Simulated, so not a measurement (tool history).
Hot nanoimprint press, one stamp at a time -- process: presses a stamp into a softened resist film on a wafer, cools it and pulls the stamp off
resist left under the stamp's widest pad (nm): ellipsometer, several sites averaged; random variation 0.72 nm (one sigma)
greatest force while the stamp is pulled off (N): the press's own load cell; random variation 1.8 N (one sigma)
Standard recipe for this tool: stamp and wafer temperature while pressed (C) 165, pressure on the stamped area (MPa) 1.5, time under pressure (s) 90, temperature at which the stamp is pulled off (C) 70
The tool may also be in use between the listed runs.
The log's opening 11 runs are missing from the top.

run	hour	stamp and wafer temperature while pressed (C)	pressure on the stamped area (MPa)	time under pressure (s)	temperature at which the stamp is pulled off (C)	resist left under the stamp's widest pad (nm)	greatest force while the stamp is pulled off (N)
12	196.3	165	1.5	90	70	115.2	103
# hour 211.7: plate thermocouple calibrated
13	215.5	165	1.5	90	70	113.6	102
14	237.9	165	1.5	90	70	115.2	102
15	259.2	165	1.5	60	70	130.1	100
16	280.6	154	1.5	90	70	169.9	104
17	291.5	154	1.5	156	76	155.4	96
18	302.3	154	1.5	148	56	158	117
19	317.8	154	1.5	148	56	157.5	115
20	332.8	155	1.5	79	70	168.7	102
21	342.4	155	1.5	79	70	168.9	103
22	360.7	155	1.5	79	70	169.5	102
23	381.4	155	1.5	79	70	168.9	103
24	398	155	1.5	83	64	167.5	110
25	411.6	175	1.5	90	62	69.9	109
26	427	163	2.16	161	74	89.2	98
27	443.1	155	2.16	161	59	134.2	115
28	454.4	155	2.16	161	59	137.1	113
29	463.7	155	1.62	161	59	145.9	115
30	473.6	155	1.62	161	59	145.6	111

Here are 3 independent what-if runs from the current tool condition. What would each one return?
A	485	165	1.5	47	55	?	?
B	485	165	1.01	90	70	?	?
C	485	165	2.12	106	70	?	?

run	resist left under the stamp's widest pad (nm)	greatest force while the stamp is pulled off (N)
A	137.7	116
B	132.2	101
C	94.2	102
The same runs, with their run-to-run variation unchanged, on a tool lacking any hidden condition would have given:
run	resist left under the stamp's widest pad (nm)	greatest force while the stamp is pulled off (N)
A	137.7	116
B	132.3	100
C	94.2	101

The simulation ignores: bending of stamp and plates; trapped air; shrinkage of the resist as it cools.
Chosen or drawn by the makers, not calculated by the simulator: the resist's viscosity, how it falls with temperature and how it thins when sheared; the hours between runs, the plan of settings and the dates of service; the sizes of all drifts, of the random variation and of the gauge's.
